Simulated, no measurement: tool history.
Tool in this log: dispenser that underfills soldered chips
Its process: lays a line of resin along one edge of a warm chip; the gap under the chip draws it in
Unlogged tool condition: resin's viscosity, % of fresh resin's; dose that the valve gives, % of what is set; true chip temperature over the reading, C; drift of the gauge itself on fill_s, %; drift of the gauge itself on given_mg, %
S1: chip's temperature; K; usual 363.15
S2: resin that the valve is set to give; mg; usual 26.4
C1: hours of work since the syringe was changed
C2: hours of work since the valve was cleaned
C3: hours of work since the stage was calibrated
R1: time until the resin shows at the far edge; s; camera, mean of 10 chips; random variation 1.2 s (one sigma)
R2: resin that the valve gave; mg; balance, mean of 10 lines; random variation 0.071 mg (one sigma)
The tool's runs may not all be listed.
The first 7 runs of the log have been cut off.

{"hour": 69.1, "done": "new syringe of resin"}
{"hour": 78.3, "done": "new syringe of resin"}
{"run": 8, "hour": 82.9, "S1": 368.15, "S2": 26.4, "C1": 3, "C2": 65, "C3": 74, "R1": 120.4, "R2": 25.75}
{"hour": 87.0, "done": "new syringe of resin"}
{"run": 9, "hour": 93.7, "S1": 368.15, "S2": 26.4, "C1": 4, "C2": 72, "C3": 81, "R1": 128.8, "R2": 25.75}
{"hour": 95.1, "done": "new syringe of resin"}
{"hour": 103.5, "done": "new syringe of resin"}
{"hour": 105.5, "done": "dispensing valve cleaned and set on the balance"}
{"run": 10, "hour": 110.3, "S1": 368.15, "S2": 26.4, "C1": 4, "C2": 3, "C3": 90, "R1": 125.4, "R2": 26.42}
{"hour": 113.3, "done": "new syringe of resin"}
{"hour": 122.3, "done": "new syringe of resin"}
{"run": 11, "hour": 122.4, "S1": 363.15, "S2": 26.4, "C1": 0, "C2": 10, "C3": 98, "R1": 115.1, "R2": 26.43}
{"run": 12, "hour": 129.6, "S1": 363.15, "S2": 26.4, "C1": 5, "C2": 15, "C3": 102, "R1": 167.0, "R2": 26.26}
{"hour": 131.2, "done": "new syringe of resin"}
{"hour": 139.4, "done": "new syringe of resin"}
{"run": 13, "hour": 146.5, "S1": 363.15, "S2": 26.4, "C1": 5, "C2": 26, "C3": 113, "R1": 164.6, "R2": 26.3}
{"hour": 148.3, "done": "new syringe of resin"}
{"hour": 157.0, "done": "new syringe of resin"}
{"run": 14, "hour": 158.0, "S1": 363.15, "S2": 26.4, "C1": 1, "C2": 33, "C3": 120, "R1": 120.1, "R2": 26.26}
{"hour": 165.8, "done": "new syringe of resin"}
{"run": 15, "hour": 166.0, "S1": 351.15, "S2": 26.4, "C1": 0, "C2": 38, "C3": 125, "R1": 210.4, "R2": 26.16}
{"hour": 174.2, "done": "new syringe of resin"}
{"run": 16, "hour": 179.4, "S1": 351.15, "S2": 26.4, "C1": 3, "C2": 46, "C3": 133, "R1": 279.3, "R2": 26.12}
{"hour": 182.8, "done": "new syringe of resin"}
{"run": 17, "hour": 188.7, "S1": 370.15, "S2": 29.9, "C1": 4, "C2": 52, "C3": 139, "R1": 110.0, "R2": 29.68}
{"hour": 191.6, "done": "new syringe of resin"}
{"run": 18, "hour": 198.6, "S1": 353.15, "S2": 32.9, "C1": 5, "C2": 58, "C3": 145, "R1": 271.2, "R2": 32.45}
{"hour": 201.0, "done": "new syringe of resin"}
{"run": 19, "hour": 206.7, "S1": 364.15, "S2": 31.1, "C1": 4, "C2": 63, "C3": 150, "R1": 148.7, "R2": 30.59}
{"hour": 209.1, "done": "new syringe of resin"}
{"hour": 217.7, "done": "new syringe of resin"}
{"run": 20, "hour": 221.6, "S1": 364.15, "S2": 31.1, "C1": 3, "C2": 72, "C3": 159, "R1": 131.2, "R2": 30.46}
{"hour": 226.6, "done": "new syringe of resin"}
{"hour": 232.5, "done": "dispensing valve cleaned and set on the balance"}
{"hour": 236.4, "done": "new syringe of resin"}
{"run": 21, "hour": 239.9, "S1": 361.15, "S2": 27.7, "C1": 2, "C2": 5, "C3": 170, "R1": 147.1, "R2": 27.8}
{"hour": 245.6, "done": "new syringe of resin"}
{"run": 22, "hour": 252.3, "S1": 364.15, "S2": 28.6, "C1": 4, "C2": 12, "C3": 178, "R1": 155.6, "R2": 28.35}
{"hour": 253.7, "done": "new syringe of resin"}
{"hour": 262.0, "done": "new syringe of resin"}
{"run": 23, "hour": 265.2, "S1": 363.15, "S2": 33.0, "C1": 2, "C2": 20, "C3": 186, "R1": 129.5, "R2": 32.66}
{"hour": 271.2, "done": "new syringe of resin"}
{"run": 24, "hour": 274.6, "S1": 348.15, "S2": 23.9, "C1": 2, "C2": 26, "C3": 192, "R1": 297.9, "R2": 23.66}
{"hour": 279.9, "done": "new syringe of resin"}
{"hour": 288.2, "done": "new syringe of resin"}
{"run": 25, "hour": 288.2, "S1": 356.15, "S2": 26.8, "C1": 0, "C2": 34, "C3": 200, "R1": 160.3, "R2": 26.51}
{"hour": 297.1, "done": "new syringe of resin"}
{"run": 26, "hour": 297.8, "S1": 366.15, "S2": 27.0, "C1": 0, "C2": 40, "C3": 206, "R1": 101.7, "R2": 26.7}
{"hour": 306.1, "done": "new syringe of resin"}
{"run": 27, "hour": 307.0, "S1": 360.15, "S2": 23.1, "C1": 1, "C2": 46, "C3": 212, "R1": 139.1, "R2": 22.82}
{"hour": 314.4, "done": "new syringe of resin"}
{"run": 28, "hour": 315.6, "S1": 363.15, "S2": 22.5, "C1": 1, "C2": 52, "C3": 217, "R1": 124.6, "R2": 22.16}
{"hour": 323.9, "done": "new syringe of resin"}
{"run": 29, "hour": 328.8, "S1": 367.15, "S2": 26.0, "C1": 3, "C2": 60, "C3": 225, "R1": 120.7, "R2": 25.55}
{"hour": 332.7, "done": "new syringe of resin"}
{"run": 30, "hour": 338.3, "S1": 368.15, "S2": 33.4, "C1": 4, "C2": 66, "C3": 231, "R1": 116.8, "R2": 32.69}
{"hour": 341.4, "done": "new syringe of resin"}
{"hour": 350.7, "done": "new syringe of resin"}
{"run": 31, "hour": 350.7, "S1": 350.15, "S2": 24.4, "C1": 0, "C2": 73, "C3": 239, "R1": 216.9, "R2": 23.88}
{"run": 32, "hour": 357.7, "S1": 367.15, "S2": 25.6, "C1": 5, "C2": 78, "C3": 243, "R1": 133.3, "R2": 24.98}

Consider 5 possible next runs. They are alternatives, not a sequence: every one starts from the tool as it was left by run 32. What does each give?
{"hour": 359.4, "done": "dispensing valve cleaned and set on the balance"}
{"hour": 361.1, "done": "new syringe of resin"}
{"hour": 369.8, "done": "new syringe of resin"}
{"run": "A", "hour": 372.3, "S1": 367.15, "S2": 28.8, "C1": 2, "C2": 8, "C3": 252, "R1": "?", "R2": "?"}
{"hour": 359.4, "done": "dispensing valve cleaned and set on the balance"}
{"hour": 361.1, "done": "new syringe of resin"}
{"hour": 369.8, "done": "new syringe of resin"}
{"run": "B", "hour": 372.3, "S1": 359.15, "S2": 23.9, "C1": 2, "C2": 8, "C3": 252, "R1": "?", "R2": "?"}
{"hour": 359.4, "done": "dispensing valve cleaned and set on the balance"}
{"hour": 361.1, "done": "new syringe of resin"}
{"hour": 369.8, "done": "new syringe of resin"}
{"run": "C", "hour": 372.3, "S1": 376.15, "S2": 22.6, "C1": 2, "C2": 8, "C3": 252, "R1": "?", "R2": "?"}
{"hour": 359.4, "done": "dispensing valve cleaned and set on the balance"}
{"hour": 361.1, "done": "new syringe of resin"}
{"hour": 369.8, "done": "new syringe of resin"}
{"run": "D", "hour": 372.3, "S1": 376.15, "S2": 23.2, "C1": 2, "C2": 8, "C3": 252, "R1": "?", "R2": "?"}
{"hour": 359.4, "done": "dispensing valve cleaned and set on the balance"}
{"hour": 361.1, "done": "new syringe of resin"}
{"hour": 369.8, "done": "new syringe of resin"}
{"run": "E", "hour": 372.3, "S1": 363.15, "S2": 29.1, "C1": 2, "C2": 8, "C3": 252, "R1": "?", "R2": "?"}

run=A R1=105.3 R2=28.93
run=B R1=158.8 R2=23.87
run=C R1=72.9 R2=22.66
run=D R1=73.2 R2=23.28
run=E R1=125.7 R2=29.19
Without the tool's unlogged condition, the same runs would have read:
run=A R1=96.6 R2=28.90
run=B R1=145.9 R2=23.84
run=C R1=66.7 R2=22.63
run=D R1=66.9 R2=23.26
run=E R1=115.3 R2=29.16

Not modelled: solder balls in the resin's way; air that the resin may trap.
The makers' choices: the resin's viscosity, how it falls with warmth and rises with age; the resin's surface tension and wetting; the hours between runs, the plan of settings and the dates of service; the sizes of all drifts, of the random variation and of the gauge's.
